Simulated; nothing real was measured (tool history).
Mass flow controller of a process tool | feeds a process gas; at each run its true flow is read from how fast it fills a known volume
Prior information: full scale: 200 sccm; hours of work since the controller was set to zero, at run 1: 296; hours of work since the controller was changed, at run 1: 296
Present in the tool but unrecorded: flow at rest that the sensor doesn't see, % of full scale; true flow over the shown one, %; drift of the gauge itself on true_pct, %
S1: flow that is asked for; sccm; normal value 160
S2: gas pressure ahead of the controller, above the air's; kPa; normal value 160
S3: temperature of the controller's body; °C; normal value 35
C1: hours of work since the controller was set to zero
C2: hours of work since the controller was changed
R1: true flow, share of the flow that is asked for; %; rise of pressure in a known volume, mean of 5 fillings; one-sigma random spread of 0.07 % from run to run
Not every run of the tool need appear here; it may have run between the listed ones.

run 1 day=0.000 | S1=160 S2=160 S3=35 | C1=296 C2=296 | R1=98.35
run 2 day=6.762 | S1=160 S2=160 S3=35 | C1=373 C2=373 | R1=98.27
run 3 day=11.562 | S1=160 S2=158 S3=35 | C1=427 C2=427 | R1=98.22
run 4 day=18.421 | S1=160 S2=158 S3=35 | C1=505 C2=505 | R1=98.28
run 5 day=21.942 | S1=160 S2=160 S3=35 | C1=544 C2=544 | R1=98.25
run 6 day=27.542 | S1=160 S2=160 S3=35 | C1=608 C2=608 | R1=98.17
run 7 day=32.817 | S1=160 S2=160 S3=35 | C1=667 C2=667 | R1=98.08
run 8 day=37.917 | S1=160 S2=160 S3=35 | C1=725 C2=725 | R1=98.16
run 9 day=44.838 | S1=160 S2=160 S3=35 | C1=803 C2=803 | R1=98.07
run 10 day=49.300 | S1=160 S2=160 S3=35 | C1=854 C2=854 | R1=98.03
run 11 day=52.458 | S1=160 S2=160 S3=35 | C1=889 C2=889 | R1=98.08
run 12 day=58.162 | S1=160 S2=160 S3=35 | C1=954 C2=954 | R1=98.12
run 13 day=64.804 | S1=160 S2=160 S3=35 | C1=1029 C2=1029 | R1=98.13
run 14 day=68.221 | S1=160 S2=160 S3=21 | C1=1068 C2=1068 | R1=99.12
run 15 day=74.583 | S1=160 S2=160 S3=35 | C1=1139 C2=1139 | R1=97.98
run 16 day=78.558 | S1=160 S2=160 S3=35 | C1=1184 C2=1184 | R1=97.83
run 17 day=84.967 | S1=160 S2=160 S3=35 | C1=1257 C2=1257 | R1=97.80
run 18 day=88.554 | S1=160 S2=160 S3=35 | C1=1297 C2=1297 | R1=97.74
run 19 day=94.250 | S1=160 S2=160 S3=35 | C1=1362 C2=1362 | R1=97.86
run 20 day=99.808 | S1=160 S2=160 S3=35 | C1=1425 C2=1425 | R1=97.80
run 21 day=102.650 | S1=160 S2=160 S3=35 | C1=1457 C2=1457 | R1=97.76
run 22 day=107.650 | S1=160 S2=160 S3=35 | C1=1513 C2=1513 | R1=97.72
run 23 day=112.062 | S1=160 S2=160 S3=33 | C1=1563 C2=1563 | R1=97.84
run 24 day=115.604 | S1=160 S2=160 S3=35 | C1=1603 C2=1603 | R1=97.71
run 25 day=122.546 | S1=160 S2=160 S3=35 | C1=1682 C2=1682 | R1=97.49
run 26 day=127.821 | S1=160 S2=160 S3=35 | C1=1741 C2=1741 | R1=97.63
run 27 day=133.762 | S1=154 S2=169 S3=38 | C1=1809 C2=1809 | R1=97.21
run 28 day=138.688 | S1=67 S2=241 S3=31 | C1=1864 C2=1864 | R1=96.01
run 29 day=142.092 | S1=160 S2=180 S3=38 | C1=1903 C2=1903 | R1=97.36
run 30 day=145.096 | S1=41 S2=181 S3=21 | C1=1937 C2=1937 | R1=95.57
run 31 day=151.942 | S1=41 S2=181 S3=21 | C1=2014 C2=2014 | R1=95.66
run 32 day=158.525 | S1=172 S2=242 S3=23 | C1=2089 C2=2089 | R1=98.81
run 33 day=162.504 | S1=172 S2=242 S3=23 | C1=2134 C2=2134 | R1=98.80
run 34 day=165.958 | S1=20 S2=160 S3=39 | C1=2173 C2=2173 | R1=91.55
run 35 day=169.342 | S1=20 S2=160 S3=39 | C1=2211 C2=2211 | R1=91.43
run 36 day=175.975 | S1=20 S2=160 S3=39 | C1=2286 C2=2286 | R1=91.26
run 37 day=180.683 | S1=33 S2=218 S3=22 | C1=2339 C2=2339 | R1=94.58
run 38 day=186.992 | S1=25 S2=183 S3=26 | C1=2410 C2=2410 | R1=93.30
run 39 day=189.992 | S1=25 S2=183 S3=26 | C1=2444 C2=2444 | R1=93.07
run 40 day=196.571 | S1=25 S2=183 S3=26 | C1=2519 C2=2519 | R1=93.09
run 41 day=202.733 | S1=25 S2=183 S3=26 | C1=2588 C2=2588 | R1=92.91
run 42 day=208.742 | S1=22 S2=254 S3=35 | C1=2656 C2=2656 | R1=91.62
run 43 day=215.112 | S1=168 S2=267 S3=35 | C1=2728 C2=2728 | R1=97.55
run 44 day=218.225 | S1=40 S2=275 S3=35 | C1=2763 C2=2763 | R1=93.66
run 45 day=221.371 | S1=40 S2=275 S3=35 | C1=2799 C2=2799 | R1=93.59
run 46 day=225.521 | S1=40 S2=275 S3=35 | C1=2846 C2=2846 | R1=93.66
run 47 day=228.675 | S1=178 S2=275 S3=35 | C1=2882 C2=2882 | R1=97.60
run 48 day=231.683 | S1=178 S2=275 S3=35 | C1=2916 C2=2916 | R1=97.77

Alternative continuations, all from the tool just after run 48; predict every row:
run A day=236.167 | S1=88 S2=272 S3=21 | C1=2966 C2=2966 | R1=?
run B day=236.167 | S1=90 S2=242 S3=32 | C1=2966 C2=2966 | R1=?
run C day=236.167 | S1=87 S2=160 S3=39 | C1=2966 C2=2966 | R1=?

run=A R1=96.66
run=B R1=95.78
run=C R1=95.12
Stripped of hidden state, with their random variation kept, the same runs would have yielded:
run=A R1=98.71
run=B R1=97.80
run=C R1=97.18

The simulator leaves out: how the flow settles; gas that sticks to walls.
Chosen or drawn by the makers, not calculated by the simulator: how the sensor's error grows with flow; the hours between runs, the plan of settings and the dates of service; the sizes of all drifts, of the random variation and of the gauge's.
